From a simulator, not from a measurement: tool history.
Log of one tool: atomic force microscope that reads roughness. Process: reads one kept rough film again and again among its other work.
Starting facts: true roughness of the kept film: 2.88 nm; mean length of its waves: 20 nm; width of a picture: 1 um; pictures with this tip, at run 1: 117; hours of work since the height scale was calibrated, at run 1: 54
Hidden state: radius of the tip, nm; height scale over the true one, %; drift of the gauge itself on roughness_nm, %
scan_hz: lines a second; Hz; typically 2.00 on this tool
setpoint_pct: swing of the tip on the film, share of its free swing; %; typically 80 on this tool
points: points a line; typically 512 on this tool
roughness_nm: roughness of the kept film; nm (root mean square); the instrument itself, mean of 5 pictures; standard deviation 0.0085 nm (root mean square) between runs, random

run	hour	scan_hz	setpoint_pct	points	pictures with this tip	hours of work since the height scale was calibrated	roughness_nm
1	0.0	2.00	80	512	117	54	1.637
2	8.9	1.66	80	512	123	58	1.672
3	21.1	2.00	80	512	133	63	1.599
4	38.4	0.91	80	512	146	71	1.706
# hour 40.3: height scale calibrated on a step standard
5	51.2	2.00	80	512	155	5	1.548
6	61.0	2.00	72	512	162	9	1.632
7	78.9	2.00	72	512	176	17	1.600
8	94.9	2.00	88	278	188	24	1.371
# hour 101.3: height scale calibrated on a step standard, once more
9	107.4	2.00	88	278	197	3	1.371
10	125.3	2.00	88	401	211	11	1.355
11	141.4	1.24	59	401	223	18	1.631

Pick out some run-to-run changes in roughness_nm. Of each, how much would a tool without hidden state show as well, from the settings, what came in and chance, and how much is left for the hidden state and any gauge scatter not in both results compared?
Run 10 -> 11: scan_hz 2.00 -> 1.24, setpoint_pct 88 -> 59. roughness_nm +0.276 nm (root mean square): hidden state -0.105, all else +0.381.

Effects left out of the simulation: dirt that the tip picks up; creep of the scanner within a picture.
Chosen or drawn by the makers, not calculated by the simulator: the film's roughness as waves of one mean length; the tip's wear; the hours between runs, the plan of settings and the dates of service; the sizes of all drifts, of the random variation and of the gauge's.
